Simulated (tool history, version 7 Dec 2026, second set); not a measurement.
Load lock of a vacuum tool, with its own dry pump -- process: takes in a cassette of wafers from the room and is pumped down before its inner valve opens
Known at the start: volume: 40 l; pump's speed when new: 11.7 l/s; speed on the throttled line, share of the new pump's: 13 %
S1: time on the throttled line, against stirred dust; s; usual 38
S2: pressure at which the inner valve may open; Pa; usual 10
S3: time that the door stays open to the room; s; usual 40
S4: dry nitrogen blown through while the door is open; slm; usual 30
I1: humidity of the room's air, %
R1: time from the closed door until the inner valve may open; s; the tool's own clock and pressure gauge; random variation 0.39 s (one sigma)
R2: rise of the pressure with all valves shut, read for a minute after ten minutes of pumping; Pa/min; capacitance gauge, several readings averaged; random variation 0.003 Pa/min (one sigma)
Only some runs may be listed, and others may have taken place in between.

Run 1, hour 0: usual settings; I1 43.7. Result: R1 66.6 s, R2 0.062 Pa/min.
Run 2, hour 58.6: usual settings but S2 11 Pa; I1 42.4. Result: R1 66.3 s, R2 0.063 Pa/min.
Run 3, hour 123.2: usual settings but S2 11 Pa; I1 42.9. Result: R1 66.3 s, R2 0.075 Pa/min.
Run 4, hour 224: usual settings; I1 44.1. Result: R1 67.1 s, R2 0.067 Pa/min.
Run 5, hour 301.4: usual settings; I1 45.7. Result: R1 67 s, R2 0.07 Pa/min.
Run 6, hour 394.5: usual settings; I1 46.3. Result: R1 67.1 s, R2 0.08 Pa/min.
Run 7, hour 455.7: usual settings but S1 41 s; I1 43.9. Result: R1 69.8 s, R2 0.075 Pa/min.
Run 8, hour 521.9: usual settings but S1 39 s; I1 46.7. Result: R1 67.7 s, R2 0.082 Pa/min.
Run 9, hour 626.1: usual settings; I1 44.4. Result: R1 67.1 s, R2 0.081 Pa/min.
Run 10, hour 705.2: usual settings; I1 45.8. Result: R1 67.3 s, R2 0.087 Pa/min.
Run 11, hour 839.8: usual settings but S3 201 s, S4 6 slm; I1 46.8. Result: R1 67.1 s, R2 0.158 Pa/min.
Run 12, hour 902: usual settings but S1 70 s, S2 11 Pa, S4 6 slm; I1 43.4. Result: R1 94.9 s, R2 0.11 Pa/min.
Run 13, hour 961.8: usual settings but S1 70 s, S2 17 Pa, S3 123 s, S4 37 slm; I1 42.1. Result: R1 93.5 s, R2 0.112 Pa/min.
Run 14, hour 1097.2: usual settings but S1 70 s, S2 17 Pa, S3 123 s, S4 37 slm; I1 47.8. Result: R1 93.3 s, R2 0.116 Pa/min.
Run 15, hour 1219.8: usual settings but S1 69 s, S2 8 Pa, S3 54 s, S4 19 slm; I1 47.1. Result: R1 95.1 s, R2 0.119 Pa/min.
Run 16, hour 1322: usual settings but S1 30 s, S2 15 Pa, S3 229 s, S4 19 slm; I1 43.7. Result: R1 59.5 s, R2 0.161 Pa/min.
Run 17, hour 1447.7: usual settings but S1 30 s, S2 15 Pa, S3 229 s, S4 19 slm; I1 45.8. Result: R1 59.2 s, R2 0.16 Pa/min.
Run 18, hour 1552.3: usual settings but S1 66 s, S3 39 s, S4 21 slm; I1 45.7. Result: R1 92.5 s, R2 0.132 Pa/min.
Run 19, hour 1609.9: usual settings but S1 66 s, S3 219 s, S4 4 slm; I1 45.8. Result: R1 91.7 s, R2 0.205 Pa/min.
Run 20, hour 1672.1: usual settings but S3 69 s, S4 11 slm; I1 44.3. Result: R1 67.9 s, R2 0.149 Pa/min.

Branching from run 20: 4 alternative next runs. What would each branch give?
Run A, hour 1747.4: usual settings but S1 26 s, S3 182 s, S4 27 slm; I1 44.6. Result: R1 ?, R2 ?.
Run B, hour 1747.4: usual settings but S1 60 s, S3 46 s, S4 11 slm; I1 46.1. Result: R1 ?, R2 ?.
Run C, hour 1747.4: usual settings but S1 71 s, S2 9 Pa, S3 69 s, S4 11 slm; I1 46.5. Result: R1 ?, R2 ?.
Run D, hour 1747.4: usual settings but S1 19 s, S3 227 s, S4 44 slm; I1 47.3. Result: R1 ?, R2 ?.

run    R1     R2
  A  57.3  0.158
  B    87   0.14
  C  98.1  0.157
  D  52.2  0.161
Without the tool's unlogged condition, the same runs would have read:
run    R1     R2
  A  53.9  0.049
  B  84.1  0.031
  C  95.3  0.047
  D  48.6  0.051
